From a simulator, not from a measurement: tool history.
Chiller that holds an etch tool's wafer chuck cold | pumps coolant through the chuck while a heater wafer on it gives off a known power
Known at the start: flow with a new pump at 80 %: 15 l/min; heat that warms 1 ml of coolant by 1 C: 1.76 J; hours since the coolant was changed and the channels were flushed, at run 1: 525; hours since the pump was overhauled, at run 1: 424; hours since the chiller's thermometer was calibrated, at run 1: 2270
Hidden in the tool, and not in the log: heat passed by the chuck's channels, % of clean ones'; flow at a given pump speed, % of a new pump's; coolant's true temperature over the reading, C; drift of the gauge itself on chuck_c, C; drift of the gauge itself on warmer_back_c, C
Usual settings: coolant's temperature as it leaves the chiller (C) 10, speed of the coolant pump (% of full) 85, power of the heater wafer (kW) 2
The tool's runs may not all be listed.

run,hour,coolant's temperature as it leaves the chiller (C),speed of the coolant pump (% of full),power of the heater wafer (kW),hours since the coolant was changed and the channels were flushed,hours since the pump was overhauled,hours since the chiller's thermometer was calibrated,chuck's temperature once it has settled (K),how much warmer the coolant comes back (C)
1,0,10,85,2,525,424,2270,295.95,4.29
2,35.9,10,85,2,561,459,2306,295.85,4.27
3,62.2,10,85,2,587,486,2332,295.95,4.27
4,89.5,10,85,2,615,513,2359,295.95,4.29
5,115.7,10,85,2,641,539,2385,295.95,4.28
6,133.8,10,85,2,659,557,2404,295.75,4.27
7,154.6,10,85,1.086,680,578,2424,289.95,2.32
8,190.3,10,85,2,715,614,2460,296.05,4.25
9,215.2,10,78,2,740,639,2485,296.75,4.74
10,232.1,10,64,2,757,656,2502,298.55,5.91
11,268.7,10,64,2,794,692,2538,298.45,5.9
12,293.9,10,64,2,819,717,2564,298.65,5.9
13,327.8,10,85,2,853,751,2598,295.95,4.25
14,359.4,10,91,2,884,783,2629,295.45,3.94
15,388,10,72,2,913,812,2658,297.45,5.2
16,413.4,10,72,2,938,837,2683,297.45,5.21
17,432.5,10,88,2,958,856,2702,295.65,4.14
18,453.1,10,88,2,978,877,2723,295.65,4.06
19,476.9,18,70,2.761,1002,900,2747,311.45,7.35
20,510.4,18,70,2.761,1036,934,2780,311.65,7.41
21,537,12,70,2.761,1062,961,2807,305.35,7.28
22,554.4,10,64,1.843,1079,978,2824,297.35,5.46
23,579,4,64,1.521,1104,1003,2849,288.95,4.53
24,597.8,10,84,1.332,1123,1021,2868,291.55,2.88

The next listed run, before its measurement:
25,623.6,10,84,1.362,1149,1047,2893,?,?

Run 25 gave chuck's temperature once it has settled (K) 291.75, how much warmer the coolant comes back (C) 2.94.
Without the tool's hidden state the same run would have given chuck's temperature once it has settled (K) 291.95, how much warmer the coolant comes back (C) 2.91.
